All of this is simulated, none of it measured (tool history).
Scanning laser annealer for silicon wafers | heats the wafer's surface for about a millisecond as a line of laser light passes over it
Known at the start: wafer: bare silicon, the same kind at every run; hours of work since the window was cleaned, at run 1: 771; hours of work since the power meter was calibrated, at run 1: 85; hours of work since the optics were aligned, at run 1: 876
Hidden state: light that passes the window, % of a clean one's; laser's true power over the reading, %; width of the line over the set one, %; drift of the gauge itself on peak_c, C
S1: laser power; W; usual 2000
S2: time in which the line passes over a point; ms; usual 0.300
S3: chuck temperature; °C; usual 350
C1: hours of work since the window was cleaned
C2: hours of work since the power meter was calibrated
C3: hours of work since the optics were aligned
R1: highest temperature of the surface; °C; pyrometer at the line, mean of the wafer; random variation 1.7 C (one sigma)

{"run": 1, "hour": 0.0, "S1": 2000, "S2": 0.3, "S3": 350, "C1": 771, "C2": 85, "C3": 876, "R1": 1040}
{"run": 2, "hour": 7.1, "S1": 2000, "S2": 0.3, "S3": 350, "C1": 776, "C2": 90, "C3": 881, "R1": 1040}
{"run": 3, "hour": 15.1, "S1": 2000, "S2": 0.266, "S3": 350, "C1": 781, "C2": 95, "C3": 886, "R1": 993}
{"run": 4, "hour": 23.2, "S1": 2000, "S2": 0.266, "S3": 350, "C1": 787, "C2": 101, "C3": 892, "R1": 993}
{"run": 5, "hour": 29.6, "S1": 2000, "S2": 0.266, "S3": 350, "C1": 791, "C2": 105, "C3": 896, "R1": 994}
{"run": 6, "hour": 35.1, "S1": 2000, "S2": 0.266, "S3": 350, "C1": 795, "C2": 109, "C3": 900, "R1": 992}
{"run": 7, "hour": 43.2, "S1": 2000, "S2": 0.3, "S3": 350, "C1": 800, "C2": 114, "C3": 905, "R1": 1042}
{"run": 8, "hour": 51.6, "S1": 2000, "S2": 0.3, "S3": 350, "C1": 806, "C2": 120, "C3": 911, "R1": 1040}
{"run": 9, "hour": 58.9, "S1": 2000, "S2": 0.3, "S3": 350, "C1": 811, "C2": 125, "C3": 915, "R1": 1039}
{"run": 10, "hour": 62.7, "S1": 2000, "S2": 0.3, "S3": 350, "C1": 813, "C2": 127, "C3": 918, "R1": 1036}
{"run": 11, "hour": 71.0, "S1": 1849, "S2": 0.3, "S3": 350, "C1": 819, "C2": 133, "C3": 923, "R1": 979}
{"run": 12, "hour": 76.3, "S1": 1849, "S2": 0.3, "S3": 350, "C1": 822, "C2": 136, "C3": 927, "R1": 983}
{"run": 13, "hour": 81.2, "S1": 2000, "S2": 0.3, "S3": 350, "C1": 825, "C2": 139, "C3": 930, "R1": 1041}
{"run": 14, "hour": 85.0, "S1": 2000, "S2": 0.3, "S3": 350, "C1": 828, "C2": 142, "C3": 933, "R1": 1039}
{"run": 15, "hour": 92.2, "S1": 2000, "S2": 0.3, "S3": 350, "C1": 833, "C2": 147, "C3": 938, "R1": 1035}
{"run": 16, "hour": 99.4, "S1": 2000, "S2": 0.3, "S3": 350, "C1": 837, "C2": 152, "C3": 942, "R1": 1036}
{"run": 17, "hour": 107.6, "S1": 2000, "S2": 0.3, "S3": 350, "C1": 843, "C2": 157, "C3": 948, "R1": 1036}
{"run": 18, "hour": 114.7, "S1": 2000, "S2": 0.3, "S3": 350, "C1": 848, "C2": 162, "C3": 953, "R1": 1040}
{"run": 19, "hour": 119.9, "S1": 2073, "S2": 0.3, "S3": 350, "C1": 851, "C2": 165, "C3": 956, "R1": 1066}
{"run": 20, "hour": 126.0, "S1": 2073, "S2": 0.3, "S3": 350, "C1": 855, "C2": 169, "C3": 960, "R1": 1064}
{"run": 21, "hour": 130.5, "S1": 1825, "S2": 0.374, "S3": 363, "C1": 858, "C2": 172, "C3": 963, "R1": 1070}
{"run": 22, "hour": 136.5, "S1": 2195, "S2": 0.213, "S3": 350, "C1": 862, "C2": 176, "C3": 967, "R1": 971}
{"run": 23, "hour": 140.5, "S1": 2000, "S2": 0.215, "S3": 320, "C1": 865, "C2": 179, "C3": 970, "R1": 887}
{"run": 24, "hour": 147.2, "S1": 2000, "S2": 0.215, "S3": 320, "C1": 869, "C2": 183, "C3": 974, "R1": 885}
{"run": 25, "hour": 155.1, "S1": 1768, "S2": 0.291, "S3": 390, "C1": 874, "C2": 189, "C3": 979, "R1": 983}
{"run": 26, "hour": 161.3, "S1": 1768, "S2": 0.355, "S3": 350, "C1": 879, "C2": 193, "C3": 983, "R1": 1014}
{"run": 27, "hour": 168.4, "S1": 1711, "S2": 0.3, "S3": 332, "C1": 883, "C2": 197, "C3": 988, "R1": 910}
{"run": 28, "hour": 173.7, "S1": 1963, "S2": 0.224, "S3": 350, "C1": 887, "C2": 201, "C3": 992, "R1": 920}
{"run": 29, "hour": 178.6, "S1": 1963, "S2": 0.224, "S3": 350, "C1": 890, "C2": 204, "C3": 995, "R1": 916}
{"run": 30, "hour": 186.3, "S1": 1974, "S2": 0.355, "S3": 376, "C1": 895, "C2": 209, "C3": 1000, "R1": 1121}
{"run": 31, "hour": 190.7, "S1": 1788, "S2": 0.331, "S3": 376, "C1": 898, "C2": 212, "C3": 1003, "R1": 1022}
{"run": 32, "hour": 195.0, "S1": 1788, "S2": 0.296, "S3": 334, "C1": 901, "C2": 215, "C3": 1006, "R1": 938}
{"run": 33, "hour": 201.4, "S1": 2000, "S2": 0.343, "S3": 362, "C1": 905, "C2": 219, "C3": 1010, "R1": 1106}
{"run": 34, "hour": 207.7, "S1": 1754, "S2": 0.376, "S3": 364, "C1": 909, "C2": 224, "C3": 1014, "R1": 1044}
{"run": 35, "hour": 215.2, "S1": 1754, "S2": 0.376, "S3": 364, "C1": 914, "C2": 228, "C3": 1019, "R1": 1042}
{"hour": 217.6, "done": "window over the wafer cleaned"}
{"run": 36, "hour": 222.5, "S1": 1869, "S2": 0.367, "S3": 350, "C1": 3, "C2": 232, "C3": 1023, "R1": 1081}
{"run": 37, "hour": 228.9, "S1": 1869, "S2": 0.367, "S3": 350, "C1": 8, "C2": 236, "C3": 1027, "R1": 1079}
{"run": 38, "hour": 233.5, "S1": 2033, "S2": 0.221, "S3": 350, "C1": 11, "C2": 239, "C3": 1030, "R1": 944}
{"run": 39, "hour": 239.1, "S1": 2000, "S2": 0.3, "S3": 388, "C1": 14, "C2": 243, "C3": 1034, "R1": 1091}
{"run": 40, "hour": 242.7, "S1": 2123, "S2": 0.309, "S3": 388, "C1": 17, "C2": 245, "C3": 1036, "R1": 1148}

Some steps in R1 between neighbouring runs. How much of each would the tool show without its hidden state too (settings, what came in, random variation), and how much is left for the hidden state, with any gauge scatter that isn't in both results?
Run 29 -> 30: S1 1963 -> 1974, S2 0.224 -> 0.355, S3 350 -> 376. R1 +205 °C: hidden state -4, all else +209.
Run 32 -> 33: S1 1788 -> 2000, S2 0.296 -> 0.343, S3 334 -> 362. R1 +168 °C: hidden state -5, all else +173.
Run 35 -> 36: S1 1754 -> 1869, S2 0.376 -> 0.367, S3 364 -> 350, window over the wafer cleaned. R1 +39 °C: hidden state +13, all else +26.
Run 38 -> 39: S1 2033 -> 2000, S2 0.221 -> 0.300, S3 350 -> 388. R1 +147 °C: hidden state -1, all else +148.

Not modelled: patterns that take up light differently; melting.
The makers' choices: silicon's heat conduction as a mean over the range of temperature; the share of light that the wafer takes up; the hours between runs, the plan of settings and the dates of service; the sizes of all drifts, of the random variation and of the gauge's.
